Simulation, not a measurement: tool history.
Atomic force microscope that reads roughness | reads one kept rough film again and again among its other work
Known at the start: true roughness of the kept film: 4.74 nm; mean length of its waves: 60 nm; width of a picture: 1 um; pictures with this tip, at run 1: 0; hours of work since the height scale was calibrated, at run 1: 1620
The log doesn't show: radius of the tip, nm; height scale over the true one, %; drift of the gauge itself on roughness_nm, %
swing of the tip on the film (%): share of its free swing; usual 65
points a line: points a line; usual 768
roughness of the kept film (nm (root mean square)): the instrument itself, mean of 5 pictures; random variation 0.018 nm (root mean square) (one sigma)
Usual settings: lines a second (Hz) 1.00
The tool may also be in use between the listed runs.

run	hour	lines a second (Hz)	swing of the tip on the film (%)	points a line	pictures with this tip	hours of work since the height scale was calibrated	roughness of the kept film (nm (root mean square))
1	0.0	1.00	65	768	0	1620	4.374
2	32.0	1.00	65	768	75	1644	4.402
3	87.2	1.00	65	289	206	1684	4.336
4	143.0	1.00	65	289	338	1725	4.353
# hour 170.4: new tip fitted
5	172.5	1.00	65	333	5	1746	4.366
6	220.3	1.00	65	333	118	1781	4.396
7	257.2	1.00	65	333	205	1808	4.341
8	295.2	1.00	66	333	295	1836	4.355
9	324.3	1.00	66	333	364	1857	4.375
# hour 340.7: new tip fitted
10	355.0	1.00	81	768	34	1880	4.161
11	401.6	1.00	81	768	144	1914	4.163
12	432.1	1.00	81	768	216	1936	4.127
13	463.2	1.00	81	768	290	1959	4.136
14	502.0	1.00	81	768	382	1987	4.157
# hour 510.4: new tip fitted
15	532.8	1.00	81	768	53	2009	4.196
16	575.4	1.00	81	768	154	2041	4.129
17	601.0	1.00	81	768	214	2059	4.166
18	626.5	1.00	63	768	275	2078	4.406
19	677.1	1.00	63	768	394	2115	4.407
# hour 681.3: new tip fitted
20	731.8	1.00	63	768	120	2155	4.403
21	777.4	1.00	63	768	228	2188	4.393
22	800.1	1.00	63	768	282	2205	4.387
# hour 852.2: new tip fitted
23	854.9	1.00	70	768	6	2245	4.340
24	901.3	1.00	70	768	116	2279	4.347
25	957.8	3.96	78	502	250	2320	3.419
26	1008.0	3.96	67	699	369	2357	3.845
# hour 1021.8: new tip fitted
27	1056.6	1.00	88	817	83	2392	4.011
28	1112.5	1.00	88	817	215	2433	4.019
29	1155.8	1.00	88	817	318	2465	4.018
# hour 1192.9: new tip fitted
30	1211.3	3.04	76	773	44	2505	3.712
31	1253.3	1.27	67	399	143	2536	4.306
32	1288.3	1.27	67	399	226	2561	4.331
33	1316.5	2.69	67	455	293	2582	4.064
# hour 1364.0: new tip fitted
34	1364.0	1.34	69	406	0	2616	4.244
35	1391.5	1.34	69	406	65	2636	4.277
36	1446.2	1.32	69	948	195	2677	4.260
# hour 1456.4: height scale calibrated on a step standard
37	1473.9	1.32	69	948	258	13	4.262
38	1499.9	1.32	69	948	320	32	4.264
# hour 1533.3: new tip fitted
39	1534.5	1.32	89	958	2	57	3.860
40	1582.5	1.87	65	431	116	92	4.263
41	1631.5	0.58	80	725	232	128	4.323
42	1671.5	1.35	70	725	327	157	4.254
# hour 1705.8: new tip fitted
43	1728.3	1.94	76	392	53	198	4.008
44	1758.0	1.94	76	261	124	220	3.951

Hidden state at the last listed run before each entry between runs and at the first one after, where it differs:
Between runs 4 and 5: new tip fitted (hour 170.4)
  radius of the tip, nm: 7.5 -> 7
Between runs 9 and 10: new tip fitted (hour 340.7)
  radius of the tip, nm: 7.6 -> 7.1
Between runs 14 and 15: new tip fitted (hour 510.4)
  radius of the tip, nm: 7.6 -> 7.1
Between runs 19 and 20: new tip fitted (hour 681.3)
  radius of the tip, nm: 7.6 -> 7.2
Between runs 22 and 23: new tip fitted (hour 852.2)
  radius of the tip, nm: 7.4 -> 7
Between runs 26 and 27: new tip fitted (hour 1021.8)
  radius of the tip, nm: 7.6 -> 7.1; height scale over the true one, %: -0.04 -> -0.05
Between runs 29 and 30: new tip fitted (hour 1192.9)
  radius of the tip, nm: 7.5 -> 7.1
Between runs 33 and 34: new tip fitted (hour 1364.0)
  radius of the tip, nm: 7.4 -> 7
Between runs 36 and 37: height scale calibrated on a step standard (hour 1456.4)
  radius of the tip, nm: 7.3 -> 7.4; height scale over the true one, %: -0.05 -> 0
Between runs 38 and 39: new tip fitted (hour 1533.3)
  radius of the tip, nm: 7.5 -> 7
Between runs 42 and 43: new tip fitted (hour 1705.8)
  radius of the tip, nm: 7.5 -> 7.1; height scale over the true one, %: 0 -> -0.01
